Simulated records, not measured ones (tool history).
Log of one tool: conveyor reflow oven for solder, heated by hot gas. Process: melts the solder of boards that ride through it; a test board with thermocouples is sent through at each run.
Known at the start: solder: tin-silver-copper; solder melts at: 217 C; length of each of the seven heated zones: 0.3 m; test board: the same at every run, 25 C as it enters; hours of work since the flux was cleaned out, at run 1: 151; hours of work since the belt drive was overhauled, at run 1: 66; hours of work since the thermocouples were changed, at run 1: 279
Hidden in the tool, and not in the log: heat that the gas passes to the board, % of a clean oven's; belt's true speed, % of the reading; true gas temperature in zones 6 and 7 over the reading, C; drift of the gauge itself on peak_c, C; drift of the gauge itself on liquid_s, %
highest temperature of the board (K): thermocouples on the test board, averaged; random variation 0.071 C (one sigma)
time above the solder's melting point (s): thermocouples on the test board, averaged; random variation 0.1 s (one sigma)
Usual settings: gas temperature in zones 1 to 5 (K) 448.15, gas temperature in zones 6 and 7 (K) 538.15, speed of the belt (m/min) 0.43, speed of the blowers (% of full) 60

run,day,gas temperature in zones 1 to 5 (K),gas temperature in zones 6 and 7 (K),speed of the belt (m/min),speed of the blowers (% of full),hours of work since the flux was cleaned out,hours of work since the belt drive was overhauled,hours of work since the thermocouples were changed,highest temperature of the board (K),time above the solder's melting point (s)
1,0,448.15,538.15,0.43,60,151,66,279,513.67,48.5
# day 0.3: flux residue cleaned out of gas plates and filters
2,0.379,448.15,538.15,0.43,60,1,69,282,513.16,47.8
3,0.596,448.15,538.15,0.43,60,5,72,285,513.25,47.6
4,0.979,448.15,538.15,0.43,60,11,78,291,513.01,47.4
5,1.371,448.15,538.15,0.43,60,17,85,298,512.87,47.4
6,1.538,448.15,538.15,0.43,60,20,87,300,512.96,47.2
7,1.825,448.15,532.15,0.43,60,24,92,305,508.34,41.1
8,2.167,448.15,532.15,0.43,60,30,97,310,508.23,41.2
9,2.404,448.15,532.15,0.43,60,33,101,314,508.26,41
# day 2.638: flux residue cleaned out of gas plates and filters, once more
10,2.817,448.15,532.15,0.43,60,3,104,317,511.18,46.3
11,3.15,448.15,538.15,0.392,60,8,110,323,519.16,61.9
12,3.321,448.15,547.15,0.43,60,11,112,325,523,58.8
13,3.717,448.15,542.15,0.43,60,17,119,331,518.83,54.9
14,4.067,448.15,542.15,0.43,60,23,124,337,518.88,54.9
15,4.246,448.15,538.15,0.43,60,26,127,340,515.69,51.3

The next listed run, before its measurement:
16,4.417,458.15,531.15,0.43,60,28,130,343,?,?

Run 16 gave highest temperature of the board (K) 512.67, time above the solder's melting point (s) 52.7.
Without the tool's hidden state the same run would have given highest temperature of the board (K) 512.64, time above the solder's melting point (s) 52.7.
